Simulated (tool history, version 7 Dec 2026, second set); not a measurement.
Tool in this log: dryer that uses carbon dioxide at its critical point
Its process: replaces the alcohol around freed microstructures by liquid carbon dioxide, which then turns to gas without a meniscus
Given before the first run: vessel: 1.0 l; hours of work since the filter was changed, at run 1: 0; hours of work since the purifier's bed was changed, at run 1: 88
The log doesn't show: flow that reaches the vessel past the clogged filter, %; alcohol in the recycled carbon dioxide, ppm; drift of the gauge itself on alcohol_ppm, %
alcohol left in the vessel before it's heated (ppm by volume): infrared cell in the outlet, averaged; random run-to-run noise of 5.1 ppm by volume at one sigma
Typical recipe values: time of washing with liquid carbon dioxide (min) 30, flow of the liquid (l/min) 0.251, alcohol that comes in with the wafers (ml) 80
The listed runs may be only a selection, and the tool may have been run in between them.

run	hour	time of washing with liquid carbon dioxide (min)	flow of the liquid (l/min)	alcohol that comes in with the wafers (ml)	hours of work since the filter was changed	hours of work since the purifier's bed was changed	alcohol left in the vessel before it's heated (ppm by volume)
1	0	30	0.251	80	0	88	73
2	15.3	30	0.251	80	6	94	78
3	51.2	30	0.251	49	20	108	60
4	71.6	24	0.251	49	29	117	189
5	101.8	24	0.251	49	41	129	192
6	130.2	24	0.251	49	52	140	209
7	158.2	21	0.251	49	63	151	403
8	195.1	39	0.251	48	78	166	40
9	231.5	45	0.239	74	92	180	36
10	260.2	45	0.239	74	104	192	29
11	281.6	45	0.239	74	112	200	36
12	315.4	45	0.239	74	126	214	46
13	332.6	25	0.175	27	133	221	674
14	349.8	39	0.281	27	139	228	36

Pick out some run-to-run changes in alcohol left in the vessel before it's heated (ppm by volume). Of each, how much would a tool without hidden state show as well, from the settings, what came in and chance, and how much is left for the hidden state and any gauge scatter not in both results compared?
Run 13 -> 14: time of washing with liquid carbon dioxide (min) 25 -> 39, flow of the liquid (l/min) 0.175 -> 0.281. alcohol left in the vessel before it's heated (ppm by volume) -638: hidden state -172, all else -466.

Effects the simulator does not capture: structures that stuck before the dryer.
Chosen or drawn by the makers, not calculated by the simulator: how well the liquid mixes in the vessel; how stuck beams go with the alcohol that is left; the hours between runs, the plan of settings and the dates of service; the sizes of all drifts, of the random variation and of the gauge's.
